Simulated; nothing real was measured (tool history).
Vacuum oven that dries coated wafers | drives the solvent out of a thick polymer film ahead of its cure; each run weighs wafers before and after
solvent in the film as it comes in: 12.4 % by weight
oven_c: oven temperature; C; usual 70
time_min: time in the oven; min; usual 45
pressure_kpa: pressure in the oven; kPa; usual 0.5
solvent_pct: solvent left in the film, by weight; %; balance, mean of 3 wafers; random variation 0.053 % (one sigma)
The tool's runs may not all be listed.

Run 1, hour 0: usual settings. Result: solvent_pct 1.85 %.
Run 2, hour 18.9: usual settings. Result: solvent_pct 1.81 %.
Run 3, hour 37.5: usual settings but time_min 25 min. Result: solvent_pct 3.81 %.
Run 4, hour 58.6: usual settings but time_min 25 min. Result: solvent_pct 3.73 %.
Run 5, hour 92.9: usual settings but time_min 25 min. Result: solvent_pct 3.84 %.
Run 6, hour 110.6: usual settings but time_min 25 min. Result: solvent_pct 3.89 %.
Run 7, hour 132.2: usual settings but time_min 25 min. Result: solvent_pct 3.91 %.
Run 8, hour 160.9: usual settings but oven_c 74 C. Result: solvent_pct 1.07 %.
Run 9, hour 187.1: usual settings but oven_c 74 C. Result: solvent_pct 1.11 %.
Run 10, hour 216.4: usual settings but oven_c 74 C. Result: solvent_pct 1.08 %.
At hour 221.1: vacuum gauge cleaned of residue and calibrated.
Run 11, hour 236: usual settings but oven_c 74 C. Result: solvent_pct 1.22 %.
Run 12, hour 256.4: usual settings but oven_c 74 C. Result: solvent_pct 1.19 %.
Run 13, hour 282.9: usual settings but oven_c 74 C. Result: solvent_pct 1.13 %.
Run 14, hour 299.8: usual settings but time_min 71 min, pressure_kpa 0.374 kPa. Result: solvent_pct 0.85 %.
Run 15, hour 327.5: usual settings but time_min 71 min, pressure_kpa 0.374 kPa. Result: solvent_pct 0.92 %.
Run 16, hour 347.6: usual settings but time_min 71 min, pressure_kpa 0.374 kPa. Result: solvent_pct 0.91 %.
Run 17, hour 371.4: usual settings but time_min 38 min, pressure_kpa 0.374 kPa. Result: solvent_pct 2.47 %.
Run 18, hour 406.7: usual settings but pressure_kpa 0.888 kPa. Result: solvent_pct 2.1 %.
Run 19, hour 430.6: usual settings but oven_c 63 C, time_min 40 min. Result: solvent_pct 4.31 %.
At hour 443.7: vacuum gauge cleaned of residue and calibrated, once more.
Run 20, hour 460.8: usual settings but oven_c 63 C, time_min 40 min. Result: solvent_pct 4.19 %.
Run 21, hour 479.1: usual settings but oven_c 63 C, time_min 73 min, pressure_kpa 0.392 kPa. Result: solvent_pct 2.12 %.
Run 22, hour 497.6: usual settings but oven_c 63 C, time_min 73 min, pressure_kpa 0.392 kPa. Result: solvent_pct 2.05 %.
Run 23, hour 528.3: usual settings but oven_c 80 C, time_min 25 min. Result: solvent_pct 1.25 %.
Run 24, hour 556.2: usual settings but oven_c 57 C, time_min 31 min, pressure_kpa 1.966 kPa. Result: solvent_pct 7.52 %.
Run 25, hour 580.6: usual settings but oven_c 57 C, time_min 31 min, pressure_kpa 1.966 kPa. Result: solvent_pct 7.36 %.
Run 26, hour 607: usual settings but oven_c 57 C, time_min 31 min, pressure_kpa 1.966 kPa. Result: solvent_pct 7.4 %.

Forecast each of these 4 alternatives for the next run:
Run A, hour 640.8: usual settings but oven_c 64 C, time_min 71 min, pressure_kpa 1.477 kPa. Result: solvent_pct ?.
Run B, hour 640.8: usual settings but oven_c 65 C, time_min 24 min, pressure_kpa 0.423 kPa. Result: solvent_pct ?.
Run C, hour 640.8: usual settings but time_min 35 min. Result: solvent_pct ?.
Run D, hour 640.8: usual settings but oven_c 76 C, time_min 30 min, pressure_kpa 0.598 kPa. Result: solvent_pct ?.

run  solvent_pct
  A         2.59
  B         5.31
  C         2.64
  D         1.61
Without the tool's hidden state the same runs would have given:
run  solvent_pct
  A         2.41
  B         5.12
  C         2.45
  D         1.47
